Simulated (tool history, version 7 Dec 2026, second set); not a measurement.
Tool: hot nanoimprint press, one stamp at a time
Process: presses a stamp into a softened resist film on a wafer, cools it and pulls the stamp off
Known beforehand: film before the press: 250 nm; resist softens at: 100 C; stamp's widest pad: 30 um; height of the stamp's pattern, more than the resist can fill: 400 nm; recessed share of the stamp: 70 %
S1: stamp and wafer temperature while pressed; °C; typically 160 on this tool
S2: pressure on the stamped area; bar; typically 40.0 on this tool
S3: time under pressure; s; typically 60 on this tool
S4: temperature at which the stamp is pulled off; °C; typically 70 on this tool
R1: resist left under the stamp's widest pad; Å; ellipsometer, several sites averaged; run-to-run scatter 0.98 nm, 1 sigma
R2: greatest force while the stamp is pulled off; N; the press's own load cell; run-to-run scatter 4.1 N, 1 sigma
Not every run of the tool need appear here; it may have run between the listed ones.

{"run": 1, "hour": 0.0, "S1": 160, "S2": 40.0, "S3": 60, "S4": 70, "R1": 1594, "R2": 229}
{"run": 2, "hour": 22.4, "S1": 160, "S2": 40.0, "S3": 60, "S4": 70, "R1": 1609, "R2": 239}
{"run": 3, "hour": 40.7, "S1": 160, "S2": 40.0, "S3": 60, "S4": 70, "R1": 1613, "R2": 242}
{"hour": 69.1, "done": "plate thermocouple calibrated"}
{"hour": 79.5, "done": "stamp cleaned and given a new release coat"}
{"run": 4, "hour": 81.7, "S1": 160, "S2": 40.0, "S3": 60, "S4": 70, "R1": 1438, "R2": 207}
{"run": 5, "hour": 119.8, "S1": 160, "S2": 40.0, "S3": 60, "S4": 70, "R1": 1442, "R2": 204}
{"run": 6, "hour": 151.9, "S1": 160, "S2": 40.0, "S3": 60, "S4": 70, "R1": 1432, "R2": 217}
{"run": 7, "hour": 183.0, "S1": 160, "S2": 40.0, "S3": 60, "S4": 70, "R1": 1463, "R2": 218}
{"run": 8, "hour": 213.4, "S1": 160, "S2": 40.0, "S3": 60, "S4": 70, "R1": 1460, "R2": 221}
{"run": 9, "hour": 253.9, "S1": 155, "S2": 40.0, "S3": 60, "S4": 70, "R1": 1875, "R2": 227}
{"run": 10, "hour": 289.0, "S1": 160, "S2": 40.0, "S3": 60, "S4": 66, "R1": 1482, "R2": 245}
{"run": 11, "hour": 328.9, "S1": 160, "S2": 40.0, "S3": 60, "S4": 70, "R1": 1505, "R2": 235}
{"run": 12, "hour": 352.4, "S1": 160, "S2": 40.0, "S3": 60, "S4": 70, "R1": 1502, "R2": 232}
{"run": 13, "hour": 385.4, "S1": 160, "S2": 40.0, "S3": 60, "S4": 70, "R1": 1494, "R2": 243}
{"run": 14, "hour": 415.6, "S1": 160, "S2": 40.0, "S3": 60, "S4": 70, "R1": 1519, "R2": 243}
{"hour": 432.5, "done": "stamp cleaned and given a new release coat"}
{"run": 15, "hour": 449.0, "S1": 160, "S2": 40.0, "S3": 60, "S4": 70, "R1": 1537, "R2": 204}
{"run": 16, "hour": 471.2, "S1": 160, "S2": 25.3, "S3": 51, "S4": 55, "R1": 1798, "R2": 244}
{"run": 17, "hour": 511.7, "S1": 160, "S2": 41.6, "S3": 60, "S4": 70, "R1": 1515, "R2": 212}
{"run": 18, "hour": 528.8, "S1": 160, "S2": 41.6, "S3": 60, "S4": 70, "R1": 1513, "R2": 214}
{"hour": 551.7, "done": "press's hydraulic seals changed and the load cell set to zero"}
{"run": 19, "hour": 563.3, "S1": 160, "S2": 41.6, "S3": 60, "S4": 70, "R1": 1498, "R2": 226}
{"run": 20, "hour": 594.5, "S1": 160, "S2": 34.0, "S3": 60, "S4": 70, "R1": 1603, "R2": 227}
{"run": 21, "hour": 632.7, "S1": 162, "S2": 39.1, "S3": 73, "S4": 61, "R1": 1281, "R2": 258}
{"run": 22, "hour": 665.7, "S1": 162, "S2": 39.1, "S3": 73, "S4": 61, "R1": 1290, "R2": 264}
{"run": 23, "hour": 692.4, "S1": 162, "S2": 39.1, "S3": 73, "S4": 61, "R1": 1301, "R2": 267}
{"run": 24, "hour": 733.3, "S1": 162, "S2": 39.1, "S3": 73, "S4": 61, "R1": 1324, "R2": 261}
{"run": 25, "hour": 751.7, "S1": 154, "S2": 39.1, "S3": 73, "S4": 61, "R1": 1999, "R2": 274}
{"run": 26, "hour": 781.3, "S1": 148, "S2": 62.5, "S3": 39, "S4": 71, "R1": 2335, "R2": 255}
{"hour": 793.1, "done": "stamp cleaned and given a new release coat"}
{"run": 27, "hour": 817.3, "S1": 159, "S2": 40.0, "S3": 39, "S4": 70, "R1": 1869, "R2": 213}
{"run": 28, "hour": 847.2, "S1": 159, "S2": 40.0, "S3": 39, "S4": 70, "R1": 1893, "R2": 210}
{"run": 29, "hour": 882.9, "S1": 159, "S2": 40.0, "S3": 39, "S4": 70, "R1": 1855, "R2": 222}

Consider 5 possible next runs. They are alternatives, not a sequence: every one starts from the tool as it was left by run 29. What does each give?
{"run": "A", "hour": 917.9, "S1": 157, "S2": 26.2, "S3": 39, "S4": 70, "R1": "?", "R2": "?"}
{"run": "B", "hour": 917.9, "S1": 171, "S2": 24.6, "S3": 56, "S4": 70, "R1": "?", "R2": "?"}
{"run": "C", "hour": 917.9, "S1": 159, "S2": 34.8, "S3": 39, "S4": 60, "R1": "?", "R2": "?"}
{"run": "D", "hour": 917.9, "S1": 168, "S2": 40.0, "S3": 39, "S4": 70, "R1": "?", "R2": "?"}
{"run": "E", "hour": 917.9, "S1": 159, "S2": 40.0, "S3": 66, "S4": 70, "R1": "?", "R2": "?"}

run=A R1=2162 R2=231
run=B R1=1021 R2=222
run=C R1=1938 R2=250
run=D R1=1198 R2=217
run=E R1=1648 R2=221
Without the tool's hidden state the same runs would have given:
run=A R1=2025 R2=210
run=B R1=885 R2=203
run=C R1=1764 R2=228
run=D R1=1039 R2=198
run=E R1=1449 R2=202
